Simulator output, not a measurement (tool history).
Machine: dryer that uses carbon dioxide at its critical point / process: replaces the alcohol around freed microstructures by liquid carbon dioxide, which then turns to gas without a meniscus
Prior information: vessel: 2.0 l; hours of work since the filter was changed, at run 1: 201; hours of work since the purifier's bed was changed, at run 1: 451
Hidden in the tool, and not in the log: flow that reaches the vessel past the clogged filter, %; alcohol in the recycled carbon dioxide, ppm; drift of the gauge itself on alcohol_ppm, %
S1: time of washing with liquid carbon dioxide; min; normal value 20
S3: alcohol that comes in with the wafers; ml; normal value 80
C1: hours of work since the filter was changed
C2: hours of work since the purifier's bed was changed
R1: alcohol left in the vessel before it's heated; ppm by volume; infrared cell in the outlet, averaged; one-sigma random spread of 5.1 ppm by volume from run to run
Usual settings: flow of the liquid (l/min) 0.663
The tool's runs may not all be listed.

run 1 day=0 | S1=20 flow_of_the_liquid_(l/min)=0.663 S3=80 | C1=201 C2=451 | R1=224
-- day=0.829 inlet filter changed
run 2 day=1.075 | S1=20 flow_of_the_liquid_(l/min)=0.663 S3=80 | C1=4 C2=469 | R1=155
run 3 day=2.054 | S1=20 flow_of_the_liquid_(l/min)=0.663 S3=80 | C1=21 C2=486 | R1=160
run 4 day=3.138 | S1=20 flow_of_the_liquid_(l/min)=0.663 S3=80 | C1=40 C2=505 | R1=171
run 5 day=3.862 | S1=14 flow_of_the_liquid_(l/min)=0.663 S3=80 | C1=52 C2=517 | R1=617
run 6 day=5.275 | S1=14 flow_of_the_liquid_(l/min)=0.663 S3=80 | C1=77 C2=542 | R1=690
run 7 day=5.962 | S1=13 flow_of_the_liquid_(l/min)=0.663 S3=80 | C1=89 C2=553 | R1=884
run 8 day=7.3 | S1=13 flow_of_the_liquid_(l/min)=0.663 S3=22 | C1=112 C2=576 | R1=325
run 9 day=8.667 | S1=17 flow_of_the_liquid_(l/min)=0.663 S3=80 | C1=135 C2=600 | R1=406
run 10 day=9.792 | S1=20 flow_of_the_liquid_(l/min)=0.663 S3=80 | C1=155 C2=619 | R1=235
-- day=10.779 purifier's bed changed
run 11 day=10.779 | S1=20 flow_of_the_liquid_(l/min)=0.663 S3=80 | C1=170 C2=0 | R1=148
run 12 day=12.062 | S1=24 flow_of_the_liquid_(l/min)=0.663 S3=56 | C1=192 C2=22 | R1=44
run 13 day=12.962 | S1=24 flow_of_the_liquid_(l/min)=0.844 S3=56 | C1=207 C2=38 | R1=17
-- day=13.388 inlet filter changed
run 14 day=14.112 | S1=24 flow_of_the_liquid_(l/min)=0.844 S3=56 | C1=13 C2=57 | R1=20
run 15 day=14.9 | S1=24 flow_of_the_liquid_(l/min)=0.844 S3=56 | C1=26 C2=70 | R1=21
run 16 day=16.012 | S1=24 flow_of_the_liquid_(l/min)=0.844 S3=56 | C1=45 C2=90 | R1=19
run 17 day=17.008 | S1=24 flow_of_the_liquid_(l/min)=0.844 S3=56 | C1=63 C2=107 | R1=20
run 18 day=18.1 | S1=26 flow_of_the_liquid_(l/min)=0.727 S3=21 | C1=81 C2=126 | R1=24
run 19 day=19.446 | S1=26 flow_of_the_liquid_(l/min)=0.727 S3=21 | C1=105 C2=149 | R1=19
run 20 day=20.633 | S1=26 flow_of_the_liquid_(l/min)=0.778 S3=31 | C1=125 C2=169 | R1=30
run 21 day=22.058 | S1=17 flow_of_the_liquid_(l/min)=0.772 S3=29 | C1=150 C2=194 | R1=79
run 22 day=23.233 | S1=14 flow_of_the_liquid_(l/min)=1.006 S3=80 | C1=170 C2=214 | R1=124

4 options for the next run, each taken on its own from the tool as it stands now. Forecast them:
run A day=24.088 | S1=20 flow_of_the_liquid_(l/min)=0.663 S3=24 | C1=185 C2=229 | R1=?
run B day=24.088 | S1=12 flow_of_the_liquid_(l/min)=1.006 S3=80 | C1=185 C2=229 | R1=?
run C day=24.088 | S1=14 flow_of_the_liquid_(l/min)=1.006 S3=35 | C1=185 C2=229 | R1=?
run D day=24.088 | S1=14 flow_of_the_liquid_(l/min)=1.006 S3=114 | C1=185 C2=229 | R1=?

run=A R1=91
run=B R1=252
run=C R1=73
run=D R1=163
Had the tool no hidden state, the same runs would have come out as:
run=A R1=28
run=B R1=99
run=C R1=12
run=D R1=52
